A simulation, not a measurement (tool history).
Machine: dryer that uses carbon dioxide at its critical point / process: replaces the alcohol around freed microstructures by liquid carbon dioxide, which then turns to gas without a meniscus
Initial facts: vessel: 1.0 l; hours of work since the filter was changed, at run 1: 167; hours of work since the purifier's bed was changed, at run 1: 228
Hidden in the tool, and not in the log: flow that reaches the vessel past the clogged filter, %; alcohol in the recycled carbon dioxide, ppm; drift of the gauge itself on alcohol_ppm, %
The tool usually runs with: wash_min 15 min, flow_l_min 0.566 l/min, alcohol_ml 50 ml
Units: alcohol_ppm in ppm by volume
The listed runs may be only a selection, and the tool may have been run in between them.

run	hour	wash_min	flow_l_min	alcohol_ml	hours of work since the filter was changed	hours of work since the purifier's bed was changed	alcohol_ppm
1	0.0	15	0.566	50	167	228	136
2	29.9	15	0.566	50	190	251	146
3	65.5	15	0.566	50	217	279	163
4	86.9	15	0.566	40	234	295	166
5	108.7	13	0.566	40	250	312	250
6	133.8	15	0.566	50	270	331	188
7	165.9	10	0.566	50	294	356	756
8	206.1	10	0.566	50	326	387	781
9	244.7	15	0.566	108	355	417	301
10	275.7	15	0.566	23	379	441	199
# hour 284.1: inlet filter changed
11	296.3	15	0.566	23	9	456	182
12	342.4	15	0.566	50	45	491	229
13	362.1	20	0.566	89	60	507	192
14	399.0	20	0.566	89	89	535	203
15	423.5	20	0.566	89	107	554	208
16	469.1	9	0.566	50	143	589	1088
17	507.7	9	0.509	94	172	619	2622
18	547.5	15	0.420	102	203	650	896
19	569.9	15	0.487	49	220	667	383
20	590.6	10	0.686	35	236	683	404
21	634.3	19	0.686	35	270	716	254
22	653.2	21	0.686	35	284	731	267

The next listed run, before its measurement:
# hour 679.8: purifier's bed changed
23	689.8	15	0.385	29	310	8	?

alcohol_ppm: 327 ppm by volume
With the hidden condition absent and the run-to-run variation left alone, this run would have shown alcohol_ppm 259 ppm by volume.
